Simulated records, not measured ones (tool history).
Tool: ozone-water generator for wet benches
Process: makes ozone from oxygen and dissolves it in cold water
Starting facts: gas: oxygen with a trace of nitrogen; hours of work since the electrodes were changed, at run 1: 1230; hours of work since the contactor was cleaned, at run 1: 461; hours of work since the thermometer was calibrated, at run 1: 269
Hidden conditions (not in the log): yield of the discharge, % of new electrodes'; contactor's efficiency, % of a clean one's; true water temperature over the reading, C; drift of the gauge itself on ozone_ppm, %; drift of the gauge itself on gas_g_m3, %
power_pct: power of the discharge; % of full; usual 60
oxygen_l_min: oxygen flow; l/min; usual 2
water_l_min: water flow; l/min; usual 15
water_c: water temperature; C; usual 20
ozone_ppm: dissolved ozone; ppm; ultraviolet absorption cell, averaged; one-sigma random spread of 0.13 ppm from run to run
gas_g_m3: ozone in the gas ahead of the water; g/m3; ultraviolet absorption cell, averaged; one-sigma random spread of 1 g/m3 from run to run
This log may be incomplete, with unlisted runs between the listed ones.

run     day  power_pct  oxygen_l_min  water_l_min  water_c  hours of work since the electrodes were changed  hours of work since the contactor was cleaned  hours of work since the thermometer was calibrated  ozone_ppm  gas_g_m3
  1       0         60             2           15       20                                             1230                                            461                                                 269       14.1     180.2
  2   1.171         60             2           15       20                                             1255                                            487                                                 295       13.9     180.1
  3   2.512         60             2           15       20                                             1284                                            516                                                 324       13.9     180.8
  4   4.588         60             2           15       20                                             1330                                            561                                                 369         14     178.5
  5     5.6         60          1.42           15       20                                             1352                                            583                                                 391       12.1     200.6
  6     6.5         60          1.42           15       20                                             1371                                            602                                                 410       12.2     203.6
  7   7.338         60             2           15       13                                             1389                                            621                                                 429       14.9     181.6
  8     8.4         60             2           15       13                                             1412                                            644                                                 452       14.5     181.3
  9   10.35         60             2           15       13                                             1455                                            686                                                 494       14.6     181.8
 10  11.688         60           3.4           15       20                                             1484                                            715                                                 523       16.4     152.4
 11  13.658         60           3.4           15       20                                             1527                                            758                                                 566       16.1     152.5
 12  14.696         60           3.4           15       20                                             1549                                            780                                                 589       16.7       154
 13  15.954         60           3.4           15       20                                             1577                                            808                                                 616       16.5     153.1
 14      18         60             2           15       20                                             1621                                            852                                                 660       13.9     181.6
 15  19.312         60             2           15       20                                             1649                                            881                                                 689       13.9     183.7
 16  20.817         60             2           15       22                                             1682                                            913                                                 721       13.6     183.4
 17  22.346         60             2           15       20                                             1715                                            947                                                 755         14     183.7
 18  24.242         60             2           15       20                                             1757                                            988                                                 796       13.8     181.9
 19  25.338         60             2           15       20                                             1780                                           1012                                                 820         14     184.3
 20  26.529         60             2           15       20                                             1806                                           1038                                                 846       13.8     183.8
 21  27.879         53          2.07           11       23                                             1836                                           1067                                                 875       16.6     167.7
 22  29.146         98             2           15       20                                             1863                                           1094                                                 902       19.5     258.1
 23  30.208         55             2           15       20                                             1886                                           1118                                                 926       13.2     173.5
     30.608  -- gauge calibrated
 24    31.9         55             2           15       20                                             1923                                           1154                                                 962       13.1     169.7
 25  33.521         55             2           17       20                                             1958                                           1189                                                 997       11.7     168.8
 26  34.754         55             2           17       20                                             1985                                           1216                                                1024       11.7     168.9
 27  36.096         53           1.1           14       18                                             2014                                           1245                                                1053       10.9     200.1
 28  37.121         71          2.84           13       20                                             2036                                           1268                                                1076       19.7     179.3
 29  38.646         60          1.99           15       17                                             2070                                           1301                                                1109       14.1     179.9
 30  40.567         82             2           15       20                                             2111                                           1343                                                1151       17.1     222.3
 31  42.208         83             2           12       20                                             2147                                           1378                                                1186       21.3     226.7
 32  43.654        100             2           18       20                                             2178                                           1410                                                1218       16.5     259.4
 33  45.408         60          1.23           15       13                                             2216                                           1448                                                1256       11.8     213.6

3 options for the next run, each taken on its own from the tool as it stands now. Forecast them:
  A  47.296         47          1.03           15       13                                             2258                                           1489                                                1297          ?         ?
  B  47.296         60          3.19           15       19                                             2258                                           1489                                                1297          ?         ?
  C  47.296         60          2.35           14       15                                             2258                                           1489                                                1297          ?         ?

run  ozone_ppm  gas_g_m3
  A        9.4     191.9
  B       16.1     157.1
  C       16.6     173.9
Stripped of hidden state, with their random variation kept, the same runs would have yielded:
run  ozone_ppm  gas_g_m3
  A        9.4       189
  B       16.1     154.7
  C       16.6     171.3
